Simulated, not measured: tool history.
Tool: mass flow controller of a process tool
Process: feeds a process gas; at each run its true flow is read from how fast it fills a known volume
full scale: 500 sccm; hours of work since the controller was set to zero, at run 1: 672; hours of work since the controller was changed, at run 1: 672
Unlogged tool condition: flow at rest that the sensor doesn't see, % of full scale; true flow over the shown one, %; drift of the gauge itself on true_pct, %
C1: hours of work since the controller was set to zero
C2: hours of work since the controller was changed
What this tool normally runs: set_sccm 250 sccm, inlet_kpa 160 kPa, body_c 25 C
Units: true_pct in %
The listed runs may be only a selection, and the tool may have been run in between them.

run 1 hour=0 | set_sccm=250 inlet_kpa=160 body_c=25 | C1=672 C2=672 | true_pct=99.74
run 2 hour=51.1 | set_sccm=250 inlet_kpa=160 body_c=25 | C1=688 C2=688 | true_pct=99.65
run 3 hour=142 | set_sccm=250 inlet_kpa=207 body_c=25 | C1=717 C2=717 | true_pct=99.32
run 4 hour=224.2 | set_sccm=250 inlet_kpa=207 body_c=25 | C1=743 C2=743 | true_pct=99.3
run 5 hour=269.2 | set_sccm=250 inlet_kpa=275 body_c=25 | C1=757 C2=757 | true_pct=98.84
run 6 hour=332.7 | set_sccm=250 inlet_kpa=275 body_c=25 | C1=777 C2=777 | true_pct=98.98
run 7 hour=379.1 | set_sccm=250 inlet_kpa=160 body_c=28 | C1=791 C2=791 | true_pct=100.03
run 8 hour=468.7 | set_sccm=250 inlet_kpa=160 body_c=28 | C1=820 C2=820 | true_pct=99.99
run 9 hour=525.1 | set_sccm=250 inlet_kpa=160 body_c=28 | C1=837 C2=837 | true_pct=99.98
run 10 hour=606.9 | set_sccm=250 inlet_kpa=160 body_c=28 | C1=863 C2=863 | true_pct=100
run 11 hour=694.5 | set_sccm=250 inlet_kpa=160 body_c=28 | C1=891 C2=891 | true_pct=99.96
run 12 hour=745.2 | set_sccm=250 inlet_kpa=160 body_c=28 | C1=907 C2=907 | true_pct=100.13
run 13 hour=788.6 | set_sccm=250 inlet_kpa=224 body_c=25 | C1=920 C2=920 | true_pct=99.4
run 14 hour=872.4 | set_sccm=250 inlet_kpa=160 body_c=36 | C1=947 C2=947 | true_pct=101.04
run 15 hour=939.6 | set_sccm=250 inlet_kpa=160 body_c=36 | C1=968 C2=968 | true_pct=100.89
run 16 hour=1030.4 | set_sccm=250 inlet_kpa=160 body_c=36 | C1=996 C2=996 | true_pct=100.81
run 17 hour=1078.7 | set_sccm=250 inlet_kpa=160 body_c=36 | C1=1012 C2=1012 | true_pct=100.86
run 18 hour=1157 | set_sccm=160 inlet_kpa=160 body_c=25 | C1=1036 C2=1036 | true_pct=99.49
-- hour=1162.1 controller's zero set anew
run 19 hour=1209.8 | set_sccm=250 inlet_kpa=160 body_c=25 | C1=15 C2=1053 | true_pct=99.64
run 20 hour=1273.1 | set_sccm=372 inlet_kpa=160 body_c=29 | C1=35 C2=1073 | true_pct=100.34
run 21 hour=1329.1 | set_sccm=372 inlet_kpa=180 body_c=22 | C1=53 C2=1090 | true_pct=99.54

The next listed run, before its measurement:
-- hour=1376.9 controller's zero set anew, once more
run 22 hour=1422.8 | set_sccm=101 inlet_kpa=163 body_c=27 | C1=14 C2=1120 | true_pct=?

true_pct: 99.6 %
Take away the tool's hidden state, keep the run-to-run variation as it was, and the same run would have given true_pct 99.43 %.
